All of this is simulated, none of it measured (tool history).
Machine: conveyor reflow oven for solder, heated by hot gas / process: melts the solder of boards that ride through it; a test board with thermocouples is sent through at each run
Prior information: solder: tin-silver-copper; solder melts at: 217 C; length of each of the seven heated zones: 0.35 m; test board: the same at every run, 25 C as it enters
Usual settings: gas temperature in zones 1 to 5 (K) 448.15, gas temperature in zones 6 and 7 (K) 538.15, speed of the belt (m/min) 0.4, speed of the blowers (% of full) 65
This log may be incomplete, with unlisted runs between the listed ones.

run	hour	gas temperature in zones 1 to 5 (K)	gas temperature in zones 6 and 7 (K)	speed of the belt (m/min)	speed of the blowers (% of full)	highest temperature of the board (K)	time above the solder's melting point (s)
1	0	448.15	538.15	0.4	65	523.65	78.9
2	6	448.15	538.15	0.4	65	524.25	78.9
3	13.9	448.15	538.15	0.4	65	523.45	78.8
4	21.9	448.15	538.15	0.4	65	523.65	78.9
5	33.6	448.15	550.15	0.4	65	533.25	88.3
6	45.5	448.15	550.15	0.4	65	534.85	88.2
7	55	448.15	550.15	0.4	65	534.65	87.8
8	66.3	448.15	550.15	0.4	65	534.35	87.4
9	77.6	448.15	550.15	0.4	65	534.65	87.6
10	86.5	448.15	538.15	0.4	71	525.35	81.4
11	92	448.15	538.15	0.4	71	525.15	80.5
12	102.6	448.15	541.15	0.4	71	526.85	82.7
13	113.2	448.15	541.15	0.4	71	526.75	82
14	121.8	448.15	538.15	0.4	65	523.25	77.6
15	127.7	448.15	538.15	0.414	65	521.85	73.3
16	136.3	448.15	538.15	0.414	65	522.35	73.8
17	146.8	448.15	538.15	0.414	65	521.35	73.3
18	157.3	457.15	538.15	0.4	65	524.35	83.5
# hour 162.5: belt drive overhauled, speed set with a stopwatch
19	169.8	448.15	535.15	0.418	65	519.45	70.1
20	180.1	459.15	540.15	0.325	75	533.15	116.7
21	185.5	448.15	538.15	0.4	65	523.45	77.6
22	192.3	448.15	538.15	0.323	83	530.45	110.8
# hour 199.4: belt drive overhauled, speed set with a stopwatch, once more
23	205.8	448.15	538.15	0.406	85	525.85	80.8
24	215.5	448.15	545.15	0.426	65	527.35	74.7
25	221.5	448.15	545.15	0.426	65	527.05	75.1
26	227.1	448.15	545.15	0.426	65	526.85	75
27	232.7	448.15	545.15	0.439	60	524.75	69.5
28	239.8	448.15	526.15	0.465	60	506.05	42.5
# hour 245.9: flux residue cleaned out of gas plates and filters
29	254.9	448.15	533.15	0.4	65	519.55	74.6
30	261.2	448.15	533.15	0.4	65	519.15	74.4
31	272	448.15	533.15	0.4	65	519.55	75.2

Predict each of these 3 candidate next runs independently; none follows another, all start after run 31:
A	281.1	448.15	529.15	0.4	50	?	?
B	281.1	450.15	533.15	0.433	65	?	?
C	281.1	448.15	533.15	0.4	56	?	?

run	highest temperature of the board (K)	time above the solder's melting point (s)
A	512.85	63.5
B	518.05	66.4
C	517.75	70.1
Take away the tool's hidden state, keep each run's random variation, and the runs would have read:
run	highest temperature of the board (K)	time above the solder's melting point (s)
A	514.45	66
B	519.75	68.3
C	519.45	72.1
